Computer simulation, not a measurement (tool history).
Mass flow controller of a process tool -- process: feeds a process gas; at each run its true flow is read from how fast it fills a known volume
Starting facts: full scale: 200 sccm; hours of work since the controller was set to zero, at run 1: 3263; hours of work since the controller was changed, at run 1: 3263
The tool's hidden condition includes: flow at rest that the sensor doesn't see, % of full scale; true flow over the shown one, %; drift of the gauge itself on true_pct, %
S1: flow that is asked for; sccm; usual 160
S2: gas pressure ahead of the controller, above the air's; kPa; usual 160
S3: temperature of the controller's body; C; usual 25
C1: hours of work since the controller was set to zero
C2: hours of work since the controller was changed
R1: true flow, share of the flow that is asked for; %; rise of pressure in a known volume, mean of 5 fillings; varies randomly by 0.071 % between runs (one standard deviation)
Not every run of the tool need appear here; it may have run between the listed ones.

run    hour   S1   S2  S3    C1    C2      R1
  1     0.0  160  160  25  3263  3263  101.24
  2   205.2  160  160  40  3340  3340  101.84
  3   414.7  160  160  40  3418  3418  101.99
  4   756.5  160  160  40  3546  3546  102.11
  5  1005.7   37  160  25  3640  3640  103.19
  6  1216.6   37  160  25  3718  3718  103.22
  7  1371.7  160  160  22  3776  3776  101.47
  8  1584.7  160  160  22  3856  3856  101.55
  9  1889.1  160  160  22  3970  3970  101.54
 10  2094.0  160  160  22  4047  4047  101.54
     2110.7  -- controller's zero set anew
 11  2311.4  160  177  22    75  4128  101.56
 12  2657.4   63  160  25   205  4257  102.88
 13  2946.6  160  269  37   313  4366  101.69

What does the tool deliver on the next run?
 14  3114.3  61  251  25  376  4428   ?

R1: 102.44 %
If the tool had no hidden condition, the same run with the same run-to-run variation would have returned R1 99.15 %.

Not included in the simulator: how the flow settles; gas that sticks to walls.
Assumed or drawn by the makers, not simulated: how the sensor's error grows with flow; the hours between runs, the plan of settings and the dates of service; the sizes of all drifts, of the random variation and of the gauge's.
